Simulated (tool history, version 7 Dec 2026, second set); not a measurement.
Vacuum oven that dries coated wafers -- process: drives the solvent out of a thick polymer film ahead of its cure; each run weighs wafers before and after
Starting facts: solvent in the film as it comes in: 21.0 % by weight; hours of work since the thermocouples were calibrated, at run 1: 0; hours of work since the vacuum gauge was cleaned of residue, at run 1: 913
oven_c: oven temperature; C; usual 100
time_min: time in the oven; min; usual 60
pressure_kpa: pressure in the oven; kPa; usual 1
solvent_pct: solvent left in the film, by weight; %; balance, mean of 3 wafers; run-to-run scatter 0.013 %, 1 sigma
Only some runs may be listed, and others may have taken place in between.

run,day,oven_c,time_min,pressure_kpa,hours of work since the thermocouples were calibrated,hours of work since the vacuum gauge was cleaned of residue,solvent_pct
1,0,100,60,1,0,913,1.27
2,2.342,100,60,1,24,937,1.27
3,3.846,100,60,1,39,952,1.3
4,5.204,100,60,1,53,966,1.26
5,6.733,100,60,1,69,982,1.28
6,9.338,100,60,1,96,1009,1.28
7,12.288,100,60,1,126,1039,1.3
8,14.371,100,60,1,147,1060,1.29
9,17.138,100,60,1,176,1089,1.28
10,19.575,113,34,1.62,201,1114,1.35
11,22.033,113,34,1.62,226,1139,1.36
12,24.058,113,34,1.62,247,1160,1.36
13,25.975,99,72,1.62,266,1179,1.34
14,29.121,99,72,1.57,299,1211,1.3
15,31.371,99,72,1.57,322,1235,1.3
16,33.762,99,72,0.53,346,1259,0.79

Here are 5 independent what-if runs from the current tool condition. What would each one return?
A,35.258,99,69,0.6,362,1274,?
B,35.258,99,51,0.53,362,1274,?
C,35.258,100,40,1,362,1274,?
D,35.258,98,72,0.85,362,1274,?
E,35.258,98,34,2.19,362,1274,?

run,solvent_pct
A,0.88
B,1.66
C,2.65
D,1.03
E,4.45
With no hidden state in the tool, these same runs would have given:
run,solvent_pct
A,0.87
B,1.65
C,2.65
D,1.03
E,4.45
